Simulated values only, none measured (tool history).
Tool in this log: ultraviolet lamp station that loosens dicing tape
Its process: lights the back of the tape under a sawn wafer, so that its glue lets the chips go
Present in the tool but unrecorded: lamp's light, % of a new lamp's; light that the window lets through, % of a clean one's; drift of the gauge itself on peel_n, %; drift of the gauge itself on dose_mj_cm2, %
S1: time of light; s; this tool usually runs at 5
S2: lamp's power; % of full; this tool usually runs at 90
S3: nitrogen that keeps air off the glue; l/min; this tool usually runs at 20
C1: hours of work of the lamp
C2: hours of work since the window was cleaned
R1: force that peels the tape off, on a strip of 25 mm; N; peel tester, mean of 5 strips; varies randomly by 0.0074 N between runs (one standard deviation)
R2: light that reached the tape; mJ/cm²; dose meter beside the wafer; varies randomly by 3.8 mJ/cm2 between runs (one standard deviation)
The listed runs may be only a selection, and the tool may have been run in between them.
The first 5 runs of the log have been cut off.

run 6 hour=73.8 | S1=5 S2=70 S3=20 | C1=415 C2=47 | R1=0.539 R2=456
run 7 hour=86.9 | S1=5 S2=70 S3=20 | C1=424 C2=56 | R1=0.538 R2=455
run 8 hour=98.6 | S1=5 S2=70 S3=20 | C1=432 C2=64 | R1=0.534 R2=458
run 9 hour=111.3 | S1=5 S2=70 S3=20 | C1=441 C2=73 | R1=0.534 R2=455
run 10 hour=129.8 | S1=5 S2=70 S3=20 | C1=454 C2=86 | R1=0.543 R2=448
run 11 hour=141.3 | S1=5 S2=70 S3=20 | C1=462 C2=94 | R1=0.537 R2=455
run 12 hour=154.8 | S1=5 S2=70 S3=33 | C1=471 C2=103 | R1=0.399 R2=446
run 13 hour=169.7 | S1=5 S2=70 S3=33 | C1=481 C2=113 | R1=0.414 R2=447
run 14 hour=179.4 | S1=5 S2=70 S3=21 | C1=488 C2=120 | R1=0.539 R2=440
run 15 hour=191.6 | S1=3 S2=90 S3=20 | C1=496 C2=128 | R1=0.912 R2=340
run 16 hour=204.9 | S1=3 S2=90 S3=8 | C1=506 C2=137 | R1=1.584 R2=344
run 17 hour=225.5 | S1=3 S2=90 S3=20 | C1=520 C2=152 | R1=0.911 R2=337
run 18 hour=240.9 | S1=5 S2=90 S3=20 | C1=530 C2=162 | R1=0.352 R2=571
run 19 hour=260.1 | S1=3 S2=91 S3=20 | C1=544 C2=176 | R1=0.919 R2=345
run 20 hour=279.6 | S1=3 S2=91 S3=20 | C1=557 C2=189 | R1=0.921 R2=341
run 21 hour=290.7 | S1=3 S2=91 S3=7 | C1=565 C2=197 | R1=1.747 R2=336
run 22 hour=308.8 | S1=5 S2=90 S3=17 | C1=577 C2=209 | R1=0.401 R2=558
run 23 hour=319.4 | S1=5 S2=90 S3=12 | C1=585 C2=217 | R1=0.553 R2=548
run 24 hour=331.1 | S1=5 S2=90 S3=12 | C1=593 C2=225 | R1=0.555 R2=549
run 25 hour=350.6 | S1=5 S2=82 S3=36 | C1=606 C2=238 | R1=0.307 R2=496

Run 26 is up next; what results do you expect?
run 26 hour=366.4 | S1=5 S2=65 S3=36 | C1=617 C2=249 | R1=? R2=?

{"run 26": {"R1": 0.483, "R2": 395}}
Without the tool's hidden state the same run would have given R1 0.344 N, R2 472 mJ/cm².

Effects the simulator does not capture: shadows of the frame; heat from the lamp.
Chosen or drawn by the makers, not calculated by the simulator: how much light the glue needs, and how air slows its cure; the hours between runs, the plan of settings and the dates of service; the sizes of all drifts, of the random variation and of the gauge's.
